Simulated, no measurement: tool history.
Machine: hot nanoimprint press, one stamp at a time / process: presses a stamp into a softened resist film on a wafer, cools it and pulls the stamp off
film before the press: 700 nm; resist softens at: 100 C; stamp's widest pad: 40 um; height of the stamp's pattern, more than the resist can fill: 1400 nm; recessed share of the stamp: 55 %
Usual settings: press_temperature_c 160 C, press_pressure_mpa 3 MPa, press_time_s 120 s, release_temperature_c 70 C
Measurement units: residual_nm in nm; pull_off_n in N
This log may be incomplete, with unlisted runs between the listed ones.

{"run": 1, "day": 0.0, "press_temperature_c": 160, "press_pressure_mpa": 3, "press_time_s": 120, "release_temperature_c": 70, "residual_nm": 355, "pull_off_n": 255}
{"day": 1.342, "done": "plate thermocouple calibrated"}
{"run": 2, "day": 1.517, "press_temperature_c": 160, "press_pressure_mpa": 3, "press_time_s": 120, "release_temperature_c": 70, "residual_nm": 335.5, "pull_off_n": 243}
{"run": 3, "day": 2.529, "press_temperature_c": 160, "press_pressure_mpa": 3, "press_time_s": 120, "release_temperature_c": 70, "residual_nm": 338.6, "pull_off_n": 241}
{"run": 4, "day": 3.342, "press_temperature_c": 160, "press_pressure_mpa": 3, "press_time_s": 120, "release_temperature_c": 70, "residual_nm": 336.1, "pull_off_n": 250}
{"run": 5, "day": 3.971, "press_temperature_c": 160, "press_pressure_mpa": 3, "press_time_s": 120, "release_temperature_c": 70, "residual_nm": 341.7, "pull_off_n": 247}
{"run": 6, "day": 5.121, "press_temperature_c": 160, "press_pressure_mpa": 3, "press_time_s": 120, "release_temperature_c": 78, "residual_nm": 345.3, "pull_off_n": 219}
{"run": 7, "day": 6.0, "press_temperature_c": 160, "press_pressure_mpa": 3, "press_time_s": 120, "release_temperature_c": 73, "residual_nm": 347, "pull_off_n": 245}
{"run": 8, "day": 7.396, "press_temperature_c": 160, "press_pressure_mpa": 3, "press_time_s": 94, "release_temperature_c": 73, "residual_nm": 370.9, "pull_off_n": 246}
{"run": 9, "day": 8.212, "press_temperature_c": 160, "press_pressure_mpa": 3, "press_time_s": 94, "release_temperature_c": 73, "residual_nm": 374.3, "pull_off_n": 250}
{"run": 10, "day": 8.812, "press_temperature_c": 160, "press_pressure_mpa": 3, "press_time_s": 120, "release_temperature_c": 70, "residual_nm": 342.6, "pull_off_n": 258}
{"run": 11, "day": 10.162, "press_temperature_c": 160, "press_pressure_mpa": 3, "press_time_s": 120, "release_temperature_c": 70, "residual_nm": 347.6, "pull_off_n": 258}
{"run": 12, "day": 10.871, "press_temperature_c": 160, "press_pressure_mpa": 3, "press_time_s": 120, "release_temperature_c": 70, "residual_nm": 346.7, "pull_off_n": 274}
{"run": 13, "day": 11.829, "press_temperature_c": 160, "press_pressure_mpa": 3, "press_time_s": 120, "release_temperature_c": 70, "residual_nm": 343.2, "pull_off_n": 267}
{"run": 14, "day": 12.817, "press_temperature_c": 166, "press_pressure_mpa": 3, "press_time_s": 120, "release_temperature_c": 70, "residual_nm": 274.1, "pull_off_n": 270}
{"run": 15, "day": 14.192, "press_temperature_c": 166, "press_pressure_mpa": 3, "press_time_s": 197, "release_temperature_c": 70, "residual_nm": 229.1, "pull_off_n": 272}
{"run": 16, "day": 14.979, "press_temperature_c": 160, "press_pressure_mpa": 3, "press_time_s": 120, "release_temperature_c": 70, "residual_nm": 346, "pull_off_n": 270}
{"run": 17, "day": 16.0, "press_temperature_c": 164, "press_pressure_mpa": 4.48, "press_time_s": 76, "release_temperature_c": 63, "residual_nm": 299.3, "pull_off_n": 322}
{"run": 18, "day": 17.279, "press_temperature_c": 164, "press_pressure_mpa": 4.48, "press_time_s": 76, "release_temperature_c": 63, "residual_nm": 295.2, "pull_off_n": 313}
{"run": 19, "day": 18.012, "press_temperature_c": 154, "press_pressure_mpa": 3, "press_time_s": 120, "release_temperature_c": 70, "residual_nm": 433.3, "pull_off_n": 279}
{"run": 20, "day": 18.908, "press_temperature_c": 149, "press_pressure_mpa": 3, "press_time_s": 76, "release_temperature_c": 55, "residual_nm": 553.2, "pull_off_n": 364}
{"run": 21, "day": 19.95, "press_temperature_c": 156, "press_pressure_mpa": 3, "press_time_s": 76, "release_temperature_c": 72, "residual_nm": 459.3, "pull_off_n": 287}
{"run": 22, "day": 20.592, "press_temperature_c": 154, "press_pressure_mpa": 2.52, "press_time_s": 195, "release_temperature_c": 64, "residual_nm": 398.1, "pull_off_n": 320}

Expected results for the next run?
{"run": 23, "day": 21.446, "press_temperature_c": 154, "press_pressure_mpa": 2.52, "press_time_s": 195, "release_temperature_c": 57, "residual_nm": "?", "pull_off_n": "?"}

{"run 23": {"residual_nm": 397.9, "pull_off_n": 357}}
Minus the tool's unlogged condition, the same run would have read residual_nm 378.7 nm, pull_off_n 286 N.

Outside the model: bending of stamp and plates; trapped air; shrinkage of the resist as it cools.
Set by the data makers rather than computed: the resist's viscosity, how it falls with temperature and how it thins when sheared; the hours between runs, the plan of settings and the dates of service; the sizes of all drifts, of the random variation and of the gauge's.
